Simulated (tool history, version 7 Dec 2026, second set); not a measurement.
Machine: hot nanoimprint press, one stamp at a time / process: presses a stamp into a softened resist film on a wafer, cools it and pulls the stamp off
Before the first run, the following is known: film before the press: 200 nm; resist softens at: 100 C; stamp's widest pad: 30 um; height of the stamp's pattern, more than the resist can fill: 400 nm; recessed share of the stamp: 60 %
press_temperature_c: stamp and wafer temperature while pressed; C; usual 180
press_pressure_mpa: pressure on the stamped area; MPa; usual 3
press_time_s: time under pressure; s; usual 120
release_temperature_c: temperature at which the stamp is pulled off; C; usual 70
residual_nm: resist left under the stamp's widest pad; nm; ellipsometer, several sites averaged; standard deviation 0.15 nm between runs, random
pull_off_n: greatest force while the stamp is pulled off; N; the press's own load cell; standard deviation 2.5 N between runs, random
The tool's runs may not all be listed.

run 1 hour=0 | press_temperature_c=180 press_pressure_mpa=3 press_time_s=120 release_temperature_c=70 | residual_nm=102.2 pull_off_n=120
-- hour=20.1 stamp cleaned and given a new release coat
run 2 hour=38.6 | press_temperature_c=180 press_pressure_mpa=3 press_time_s=120 release_temperature_c=70 | residual_nm=101.9 pull_off_n=116
run 3 hour=91.5 | press_temperature_c=180 press_pressure_mpa=3 press_time_s=120 release_temperature_c=70 | residual_nm=101.8 pull_off_n=119
-- hour=112.2 plate thermocouple calibrated
run 4 hour=167.8 | press_temperature_c=180 press_pressure_mpa=3 press_time_s=120 release_temperature_c=70 | residual_nm=102 pull_off_n=116
run 5 hour=211.7 | press_temperature_c=180 press_pressure_mpa=3 press_time_s=120 release_temperature_c=70 | residual_nm=101.7 pull_off_n=112
run 6 hour=250.6 | press_temperature_c=180 press_pressure_mpa=3 press_time_s=120 release_temperature_c=70 | residual_nm=102.2 pull_off_n=115
run 7 hour=292.5 | press_temperature_c=180 press_pressure_mpa=3 press_time_s=120 release_temperature_c=76 | residual_nm=101.9 pull_off_n=109
run 8 hour=334.7 | press_temperature_c=180 press_pressure_mpa=3 press_time_s=120 release_temperature_c=76 | residual_nm=101.9 pull_off_n=108
run 9 hour=377.5 | press_temperature_c=180 press_pressure_mpa=3 press_time_s=120 release_temperature_c=76 | residual_nm=101.7 pull_off_n=105
run 10 hour=437.9 | press_temperature_c=180 press_pressure_mpa=3 press_time_s=120 release_temperature_c=76 | residual_nm=101.9 pull_off_n=104
run 11 hour=483.3 | press_temperature_c=180 press_pressure_mpa=3 press_time_s=120 release_temperature_c=76 | residual_nm=101.9 pull_off_n=108
run 12 hour=541 | press_temperature_c=180 press_pressure_mpa=3 press_time_s=120 release_temperature_c=64 | residual_nm=102 pull_off_n=122
run 13 hour=597.3 | press_temperature_c=180 press_pressure_mpa=3 press_time_s=120 release_temperature_c=64 | residual_nm=102 pull_off_n=121
-- hour=628 press's hydraulic seals changed and the load cell set to zero
run 14 hour=636.5 | press_temperature_c=180 press_pressure_mpa=3 press_time_s=120 release_temperature_c=64 | residual_nm=101.7 pull_off_n=126
-- hour=645.3 plate thermocouple calibrated
run 15 hour=688.5 | press_temperature_c=180 press_pressure_mpa=3 press_time_s=120 release_temperature_c=70 | residual_nm=102 pull_off_n=119
run 16 hour=740.8 | press_temperature_c=180 press_pressure_mpa=4.65 press_time_s=83 release_temperature_c=70 | residual_nm=91.1 pull_off_n=118
run 17 hour=804.9 | press_temperature_c=189 press_pressure_mpa=3 press_time_s=85 release_temperature_c=70 | residual_nm=82.7 pull_off_n=116
run 18 hour=850.9 | press_temperature_c=180 press_pressure_mpa=2.61 press_time_s=87 release_temperature_c=74 | residual_nm=120 pull_off_n=112
run 19 hour=897.2 | press_temperature_c=169 press_pressure_mpa=1.85 press_time_s=66 release_temperature_c=65 | residual_nm=180.6 pull_off_n=126

Expected results for the next run?
run 20 hour=936.4 | press_temperature_c=180 press_pressure_mpa=2.08 press_time_s=67 release_temperature_c=70 | residual_nm=? pull_off_n=?

For run 20 the tool returned residual_nm 140.8 nm, pull_off_n 114 N.
Were there no unlogged condition in the tool, this run, its random variation unchanged, would have produced residual_nm 140.8 nm, pull_off_n 113 N.
